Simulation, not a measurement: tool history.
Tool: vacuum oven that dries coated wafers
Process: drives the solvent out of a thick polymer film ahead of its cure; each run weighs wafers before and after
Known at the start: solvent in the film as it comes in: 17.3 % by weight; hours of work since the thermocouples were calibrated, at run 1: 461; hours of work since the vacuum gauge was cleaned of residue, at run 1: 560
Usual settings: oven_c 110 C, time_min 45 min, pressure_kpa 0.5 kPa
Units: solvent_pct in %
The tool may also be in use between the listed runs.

run	hour	oven_c	time_min	pressure_kpa	hours of work since the thermocouples were calibrated	hours of work since the vacuum gauge was cleaned of residue	solvent_pct
1	0	110	45	0.5	461	560	1.37
2	10.2	110	45	0.5	469	568	1.27
3	32.9	110	46	0.5	487	586	1.14
4	48.4	110	45	0.5	500	598	1.23
5	59.8	115	45	0.5	509	607	0.83
6	80	115	45	0.5	525	623	0.79
7	100.8	115	45	0.5	541	640	0.74
8	123.1	115	45	1.066	559	658	0.93
9	140.4	115	45	1.066	573	671	0.92
10	162.4	118	45	0.5	590	689	0.5
11	174.2	118	45	0.5	599	698	0.6
12	186.3	118	45	0.5	609	708	0.61
13	204.2	110	45	0.5	623	722	1.28
14	220.4	110	45	0.5	636	735	1.25
15	238	110	45	0.5	650	749	1.19
16	260.3	110	45	0.5	668	766	1.29
17	282.8	110	45	0.63	685	784	1.3
18	293.2	110	45	0.5	694	792	1.27
19	314.8	110	45	0.5	711	809	1.34
20	326.4	110	45	0.5	720	819	1.29
21	336.7	110	45	0.5	728	827	1.32
22	351.8	110	45	0.5	740	839	1.21
23	363.1	110	45	0.5	749	848	1.28
24	376.8	119	45	0.5	760	859	0.47
25	387.7	119	45	1.611	769	867	0.8
26	408.5	107	35	1.611	785	884	2.98
27	419	118	35	0.389	793	892	1.1
28	435.6	98	45	1.751	807	905	3.56
29	447.6	98	45	1.751	816	915	3.7
30	466.1	98	45	1.751	831	929	3.59
31	488.5	117	45	0.73	848	947	0.75
32	506.1	117	45	0.73	862	961	0.76
33	522.4	112	51	0.267	875	974	0.62
34	540.5	110	23	1.304	890	988	4.23
35	561.7	118	66	0.56	906	1005	0.26
36	573.8	121	42	1.955	916	1015	0.91
37	596.3	121	24	1.955	934	1033	2.26
38	605.9	121	24	0.86	942	1040	2.11
39	618.3	100	79	1.965	951	1050	1.5
40	634.6	100	79	1.965	964	1063	1.54
41	646.9	96	43	1.58	974	1073	4.13
42	667.9	96	43	1.58	991	1089	4.06
43	680.5	112	40	1.412	1001	1099	1.64
44	700.5	112	40	1.412	1016	1115	1.55
45	712.3	114	66	0.5	1026	1124	0.42
46	729.4	114	66	0.5	1039	1138	0.33

5 ways to go on from here, each from the tool as it stands after run 46. What would each give?
A	740.3	111	25	0.254	1048	1147	?
B	740.3	110	67	0.5	1048	1147	?
C	740.3	114	32	0.444	1048	1147	?
D	740.3	97	38	0.5	1048	1147	?
E	740.3	123	64	0.278	1048	1147	?

run	solvent_pct
A	3.45
B	0.37
C	1.83
D	4.12
E	0.12
Without the tool's hidden state the same runs would have given:
run	solvent_pct
A	3.43
B	0.37
C	1.82
D	4.1
E	0.12
